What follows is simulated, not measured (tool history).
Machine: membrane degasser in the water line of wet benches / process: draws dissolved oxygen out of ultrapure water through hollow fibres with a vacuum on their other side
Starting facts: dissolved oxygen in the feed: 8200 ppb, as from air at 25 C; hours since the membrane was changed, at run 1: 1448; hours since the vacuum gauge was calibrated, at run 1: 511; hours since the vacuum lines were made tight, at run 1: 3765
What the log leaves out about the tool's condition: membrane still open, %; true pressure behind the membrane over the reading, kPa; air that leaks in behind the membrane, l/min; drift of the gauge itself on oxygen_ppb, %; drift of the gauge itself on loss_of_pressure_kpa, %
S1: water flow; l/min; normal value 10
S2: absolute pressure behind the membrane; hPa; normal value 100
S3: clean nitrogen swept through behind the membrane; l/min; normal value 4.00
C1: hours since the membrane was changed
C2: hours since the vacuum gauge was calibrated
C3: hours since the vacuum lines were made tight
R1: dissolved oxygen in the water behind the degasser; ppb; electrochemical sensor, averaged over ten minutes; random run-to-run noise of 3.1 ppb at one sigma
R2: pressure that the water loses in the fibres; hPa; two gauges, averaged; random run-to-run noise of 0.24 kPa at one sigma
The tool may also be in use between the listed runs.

run    hour  S1   S2     S3    C1    C2    C3     R1     R2
  1     0.0  10  100   4.00  1448   511  3765  306.1  620.8
  2   114.7  10  100   4.00  1563   626  3880  312.3  622.1
  3   198.9  10  100   4.00  1647   710  3964  309.9  623.3
  4   302.1  10  217   4.00  1750   813  4067  379.6  620.2
  5   461.9  10  100   4.00  1910   973  4227  310.2  625.5
  6   584.5  10  100   4.00  2033  1095  4350  314.8  623.5
  7   664.9  10  100   2.64  2113  1176  4430  338.6  620.2
  8   738.9  10  100   2.64  2187  1250  4504  336.8  617.6
  9   881.6  10  100   2.64  2330  1393  4647  326.7  626.5
 10   966.0  10  100   2.64  2414  1477  4731  335.5  623.6
 11  1052.2  10  121   4.00  2500  1563  4817  326.5  624.2
 12  1156.5  10  121   4.00  2605  1667  4922  325.4  622.5
 13  1329.7  10  121   4.00  2778  1841  5095  331.1  625.0
 14  1490.4  10  121   4.00  2938  2001  5255  333.3  622.3
 15  1586.2  10  100   1.96  3034  2097  5351  365.3  622.9
 16  1656.8  10  100   2.68  3105  2168  5422  332.9  626.2
 17  1767.8  10  100   2.68  3216  2279  5533  337.4  624.6
 18  1868.9  10  100   2.68  3317  2380  5634  341.2  625.9
 19  1976.7  13  170   4.00  3425  2488  5742  486.4  807.7
 20  2077.5  13  170   4.00  3526  2588  5843  498.1  815.0
 21  2153.3  13  170   4.00  3601  2664  5918  492.1  816.8
 22  2278.7   6  141   1.74  3727  2790  6044  227.5  374.0
     2403.9  -- seals of the vacuum lines changed
 23  2403.9   7  100   1.77  3850  2913     0  230.6  440.2
 24  2535.8   7  100   1.77  3982  3045   132  229.5  444.9
 25  2708.8  15  100   7.73  4155  3218   305  490.4  935.5
 26  2869.2   9  118   3.13  4315  3378   465  303.0  566.7
 27  3017.7   7   95   4.00  4464  3527   614  191.3  442.7
 28  3126.1   9  100   6.76  4572  3635   722  269.4  564.0
 29  3201.2  10  100  11.68  4647  3710   797  294.8  631.0
 30  3333.3  10  100  11.68  4779  3842   929  295.3  633.2
 31  3417.4   7  100   9.24  4863  3926  1014  181.2  443.2
 32  3515.0  10  111   4.00  4961  4024  1111  324.0  625.1

Below are 3 alternative next runs, each starting from the tool's condition after run 32. Predict each:
  A  3683.3   6  111   4.00  5129  4192  1279   ?   ?
  B  3683.3  10  100   2.55  5129  4192  1279   ?   ?
  C  3683.3  12  162  11.79  5129  4192  1279   ?   ?

run     R1     R2
  A  162.0  380.4
  B  346.8  633.0
  C  388.6  757.3
Take away the tool's hidden state, keep each run's random variation, and the runs would have read:
run     R1     R2
  A  150.1  373.0
  B  325.6  620.6
  C  366.2  742.4

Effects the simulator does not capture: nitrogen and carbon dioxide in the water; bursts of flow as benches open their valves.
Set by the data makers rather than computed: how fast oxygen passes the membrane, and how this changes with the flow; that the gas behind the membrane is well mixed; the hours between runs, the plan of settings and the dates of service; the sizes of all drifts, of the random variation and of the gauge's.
